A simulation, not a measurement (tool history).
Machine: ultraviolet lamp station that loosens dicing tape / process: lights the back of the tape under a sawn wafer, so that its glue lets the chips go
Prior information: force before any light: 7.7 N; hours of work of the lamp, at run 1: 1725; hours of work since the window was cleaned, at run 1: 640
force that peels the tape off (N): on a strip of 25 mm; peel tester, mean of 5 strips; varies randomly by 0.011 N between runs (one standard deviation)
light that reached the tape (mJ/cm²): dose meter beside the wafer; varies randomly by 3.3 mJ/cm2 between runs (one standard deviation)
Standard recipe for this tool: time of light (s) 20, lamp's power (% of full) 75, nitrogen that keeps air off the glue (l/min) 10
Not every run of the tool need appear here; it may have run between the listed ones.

run	hour	time of light (s)	lamp's power (% of full)	nitrogen that keeps air off the glue (l/min)	hours of work of the lamp	hours of work since the window was cleaned	force that peels the tape off (N)	light that reached the tape (mJ/cm²)
1	0.0	20	75	10	1725	640	1.572	293
# hour 18.5: lamp changed
2	51.9	11	75	10	23	674	2.099	236
# hour 65.1: window cleaned of glue's vapour
3	91.0	11	75	10	49	18	1.667	274
4	124.2	20	75	10	72	40	0.542	494
5	188.2	20	72	10	115	84	0.623	470
6	231.7	20	75	10	145	113	0.596	484
7	265.8	29	75	10	168	137	0.234	695
8	323.9	29	75	10	208	176	0.251	682
9	381.2	29	75	10	247	215	0.255	676
10	408.6	16	75	10	265	234	1.051	362
11	463.1	16	75	10	302	271	1.090	364
12	504.7	16	75	3	331	299	2.072	353
13	556.2	20	86	10	366	334	0.525	500
14	596.1	20	86	10	393	362	0.555	500
15	655.7	20	86	10	434	402	0.550	494
16	709.7	20	86	10	470	439	0.578	480
17	747.2	20	86	10	496	464	0.604	480
18	811.0	20	75	7	539	508	1.061	407
19	867.4	20	75	7	578	546	1.075	400
20	928.3	20	75	10	619	588	0.922	395
21	993.2	20	75	10	663	632	0.963	383
22	1039.8	12	93	10	695	664	1.547	285
# hour 1062.6: window cleaned of glue's vapour
23	1093.1	25	69	10	731	21	0.545	496
24	1130.6	27	94	10	757	46	0.213	732
25	1185.2	15	73	10	794	84	1.431	313
26	1213.6	25	91	7	813	103	0.372	636
27	1280.0	19	81	4	858	148	1.368	422
28	1344.2	19	63	10	902	192	1.334	324
29	1407.8	19	63	10	945	235	1.318	320
30	1471.5	35	87	10	989	278	0.165	795
31	1527.8	35	87	10	1027	317	0.170	790
32	1574.8	29	68	4	1059	349	1.019	496
33	1610.7	29	87	4	1084	373	0.598	621
34	1643.8	14	75	3	1106	396	2.826	254
35	1702.9	13	67	3	1146	436	3.348	206
36	1739.8	13	67	6	1171	461	3.038	210
37	1780.2	13	67	6	1199	489	2.872	206
38	1831.1	13	67	6	1234	523	3.109	203
39	1885.1	11	97	18	1270	560	1.653	242
40	1912.3	11	97	18	1289	579	1.676	235
41	1958.4	11	97	18	1320	610	1.695	239
42	2019.2	15	60	6	1362	651	2.948	196

What if the next run were any one of these 3? Each begins from the tool's condition after run 42:
# hour 2061.0: window cleaned of glue's vapour
A	2076.1	12	73	14	1400	10	?	?
# hour 2061.0: window cleaned of glue's vapour
B	2076.1	29	75	10	1400	10	?	?
# hour 2061.0: window cleaned of glue's vapour
C	2076.1	13	72	3	1400	10	?	?

run	force that peels the tape off (N)	light that reached the tape (mJ/cm²)
A	2.020	211
B	0.445	539
C	3.255	236
Without the tool's hidden state the same runs would have given:
run	force that peels the tape off (N)	light that reached the tape (mJ/cm²)
A	1.247	293
B	0.197	746
C	2.334	325
